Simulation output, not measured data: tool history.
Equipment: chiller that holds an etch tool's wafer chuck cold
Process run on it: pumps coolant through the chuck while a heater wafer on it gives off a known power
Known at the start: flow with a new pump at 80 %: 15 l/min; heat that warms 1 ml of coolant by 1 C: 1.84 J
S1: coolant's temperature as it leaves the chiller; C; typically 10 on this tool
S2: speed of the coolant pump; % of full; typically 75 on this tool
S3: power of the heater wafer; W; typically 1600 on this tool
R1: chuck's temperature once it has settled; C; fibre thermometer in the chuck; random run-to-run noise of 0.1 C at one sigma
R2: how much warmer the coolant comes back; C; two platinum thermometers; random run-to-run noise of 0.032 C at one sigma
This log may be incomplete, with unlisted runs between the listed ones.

run,hour,S1,S2,S3,R1,R2
1,0.0,10,75,1600,24.9,3.85
2,102.4,10,75,1259,22.0,3.04
3,171.3,10,75,1600,24.9,3.90
4,257.3,10,75,1600,25.3,3.85
5,394.1,10,75,1600,25.3,3.92
6,498.0,10,75,1600,25.2,3.83
7,625.3,10,75,1600,25.5,3.89
8,719.8,9,75,1600,24.5,3.88
9,809.6,9,75,1600,24.8,3.87
10,954.6,9,92,1600,23.2,3.19
11,1076.0,9,92,1600,23.3,3.21
12,1161.8,10,78,1600,25.6,3.68
13,1240.2,10,91,1600,24.4,3.20
14,1386.3,10,91,1600,24.7,3.18
15,1470.8,10,84,1600,25.2,3.43
16,1572.1,10,84,1600,25.4,3.53
17,1675.5,5,81,1985,24.2,4.50
18,1801.8,12,91,1985,30.4,4.01
19,1905.3,12,91,1985,30.4,4.04
20,1969.3,11,75,954,21.0,2.34
21,2100.8,0,61,1300,15.1,3.88
22,2197.2,0,61,1300,15.2,3.87
23,2262.4,0,61,1300,15.2,3.95
24,2362.1,0,61,1300,15.2,3.93
25,2475.0,10,74,1002,20.8,2.45
26,2571.1,4,75,1600,21.0,3.92
27,2697.5,10,66,848,19.9,2.36
28,2812.1,10,66,848,20.3,2.36
29,2882.7,4,64,1417,20.8,4.12
30,3013.2,10,65,1566,28.3,4.43
31,3128.7,10,65,1566,28.7,4.47

Some steps in R1 between neighbouring runs. How much of each would the tool show without its hidden state too (settings, what came in, random variation), and how much is left for the hidden state, with any gauge scatter that isn't in both results?
The hidden state here: heat passed by the chuck's channels, % of clean ones'; flow at a given pump speed, % of a new pump's; coolant's true temperature over the reading, C; drift of the gauge itself on chuck_c, C; drift of the gauge itself on warmer_back_c, C.
Run 17 -> 18: S1 5 -> 12, S2 81 -> 91. R1 +6.2 C: hidden state +0.0, all else +6.2.
Run 19 -> 20: S1 12 -> 11, S2 91 -> 75, S3 1985 -> 954. R1 -9.4 C: hidden state -1.1, all else -8.3.
Run 26 -> 27: S1 4 -> 10, S2 75 -> 66, S3 1600 -> 848. R1 -1.1 C: hidden state -1.0, all else -0.1.
Run 28 -> 29: S1 10 -> 4, S2 66 -> 64, S3 848 -> 1417. R1 +0.5 C: hidden state +1.0, all else -0.5.
Run 29 -> 30: S1 4 -> 10, S2 64 -> 65, S3 1417 -> 1566. R1 +7.5 C: hidden state +0.4, all else +7.1.
